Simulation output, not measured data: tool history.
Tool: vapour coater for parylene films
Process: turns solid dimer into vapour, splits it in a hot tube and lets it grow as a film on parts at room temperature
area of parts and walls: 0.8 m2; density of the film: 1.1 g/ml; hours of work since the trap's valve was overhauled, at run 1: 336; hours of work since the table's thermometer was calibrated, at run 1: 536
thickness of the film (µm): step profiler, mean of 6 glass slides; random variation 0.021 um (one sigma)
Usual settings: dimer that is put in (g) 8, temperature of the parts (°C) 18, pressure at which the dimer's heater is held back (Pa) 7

| run | day | dimer that is put in (g) | temperature of the parts (°C) | pressure at which the dimer's heater is held back (Pa) | hours of work since the trap's valve was overhauled | hours of work since the table's thermometer was calibrated | thickness of the film (µm) |
|---|---|---|---|---|---|---|---|
| 1 | 0 | 8 | 18 | 7 | 336 | 536 | 4.73 |
| 2 | 0.8 | 8 | 18 | 7 | 348 | 547 | 4.71 |
| 3 | 1.804 | 8 | 18 | 7 | 362 | 561 | 4.68 |
|  | 2.721 | trap's valve overhauled |
| 4 | 2.996 | 8 | 18 | 7 | 4 | 576 | 4.97 |
| 5 | 4.217 | 8 | 18 | 7 | 21 | 593 | 4.97 |
| 6 | 4.742 | 8 | 18 | 7 | 29 | 601 | 4.97 |
| 7 | 5.467 | 8 | 18 | 7 | 39 | 611 | 4.96 |
| 8 | 6.15 | 8 | 18 | 7 | 49 | 621 | 4.94 |
| 9 | 6.8 | 8 | 18 | 7 | 58 | 630 | 4.97 |
| 10 | 7.342 | 8 | 18 | 7 | 66 | 638 | 4.98 |
| 11 | 7.892 | 8 | 18 | 7 | 73 | 646 | 4.91 |
| 12 | 9.062 | 8 | 18 | 7 | 90 | 662 | 4.95 |
| 13 | 9.775 | 8 | 18 | 7 | 100 | 672 | 4.93 |
|  | 9.867 | table's thermometer calibrated |
| 14 | 10.725 | 8 | 18 | 7 | 113 | 12 | 4.95 |
|  | 11.908 | table's thermometer calibrated, once more |
| 15 | 11.908 | 8 | 18 | 7 | 129 | 0 | 4.88 |
| 16 | 13.104 | 8 | 18 | 7 | 146 | 17 | 4.81 |
| 17 | 13.7 | 8 | 18 | 7 | 155 | 25 | 4.86 |
| 18 | 14.408 | 8 | 18 | 7 | 165 | 36 | 4.84 |
| 19 | 15.025 | 8 | 18 | 5.63 | 174 | 44 | 4.98 |
| 20 | 15.8 | 8 | 18 | 5.63 | 185 | 55 | 5 |
| 21 | 16.325 | 8 | 18 | 11.21 | 192 | 63 | 4.45 |
| 22 | 17.212 | 8 | 18 | 11.21 | 205 | 75 | 4.49 |
| 23 | 18.404 | 8 | 18 | 8.57 | 222 | 92 | 4.64 |
| 24 | 19.296 | 8 | 18 | 8.57 | 234 | 105 | 4.65 |
| 25 | 19.812 | 6 | 15 | 4.63 | 242 | 112 | 4.38 |
| 26 | 21.046 | 3 | 27 | 2.16 | 259 | 130 | 1.42 |
| 27 | 22.15 | 13 | 27 | 10.61 | 275 | 146 | 4.78 |
| 28 | 23.192 | 13 | 26 | 11.16 | 290 | 160 | 4.94 |
| 29 | 23.912 | 13 | 26 | 11.16 | 300 | 171 | 5 |
| 30 | 24.979 | 4 | 26 | 11.16 | 315 | 186 | 1.55 |
| 31 | 25.775 | 4 | 26 | 11.16 | 326 | 197 | 1.51 |
| 32 | 26.946 | 9 | 11 | 5.09 | 343 | 214 | 7.68 |
| 33 | 27.804 | 9 | 11 | 5.09 | 355 | 226 | 7.65 |
| 34 | 28.396 | 9 | 20 | 8.56 | 364 | 234 | 4.71 |
|  | 29.225 | trap's valve overhauled |
| 35 | 29.45 | 9 | 20 | 8.56 | 3 | 247 | 4.98 |
| 36 | 29.954 | 9 | 20 | 8.56 | 10 | 254 | 4.91 |
| 37 | 31.2 | 3 | 13 | 2.02 | 28 | 272 | 2.84 |
| 38 | 32.088 | 8 | 30 | 3.93 | 41 | 284 | 3.16 |
| 39 | 32.654 | 4 | 18 | 2.98 | 49 | 292 | 2.86 |
| 40 | 33.633 | 11 | 14 | 6.78 | 63 | 306 | 8.13 |
| 41 | 34.554 | 3 | 13 | 7.19 | 76 | 319 | 2.31 |
| 42 | 35.342 | 5 | 18 | 9.22 | 87 | 331 | 2.95 |
| 43 | 36.021 | 8 | 19 | 7 | 97 | 340 | 4.71 |
| 44 | 36.862 | 8 | 12 | 3.85 | 109 | 352 | 7.08 |
| 45 | 37.725 | 6 | 19 | 3.85 | 121 | 365 | 3.86 |

How the hidden state differs across the entries between the runs, from the last listed run before each to the first after it:
Between runs 3 and 4: trap's valve overhauled (day 2.721)
  vapour lost through the trap's worn valve, %: 6 -> 0.2; true temperature of the parts over the reading, C: -0.31 -> -0.32
  measured less the result without the state, thickness of the film (µm): -0.23 -> +0.06
Between runs 13 and 14: table's thermometer calibrated (day 9.867)
  vapour lost through the trap's worn valve, %: 1.6 -> 1.9; true temperature of the parts over the reading, C: -0.38 -> -0.5
  measured less the result without the state, thickness of the film (µm): +0 -> +0.02
Between runs 14 and 15: table's thermometer calibrated, once more (day 11.908)
  vapour lost through the trap's worn valve, %: 1.9 -> 2.1; true temperature of the parts over the reading, C: -0.5 -> -0.11
  measured less the result without the state, thickness of the film (µm): +0.02 -> -0.08
Between runs 34 and 35: trap's valve overhauled (day 29.225)
  vapour lost through the trap's worn valve, %: 5.7 -> 0.3
  measured less the result without the state, thickness of the film (µm): -0.23 -> +0.04

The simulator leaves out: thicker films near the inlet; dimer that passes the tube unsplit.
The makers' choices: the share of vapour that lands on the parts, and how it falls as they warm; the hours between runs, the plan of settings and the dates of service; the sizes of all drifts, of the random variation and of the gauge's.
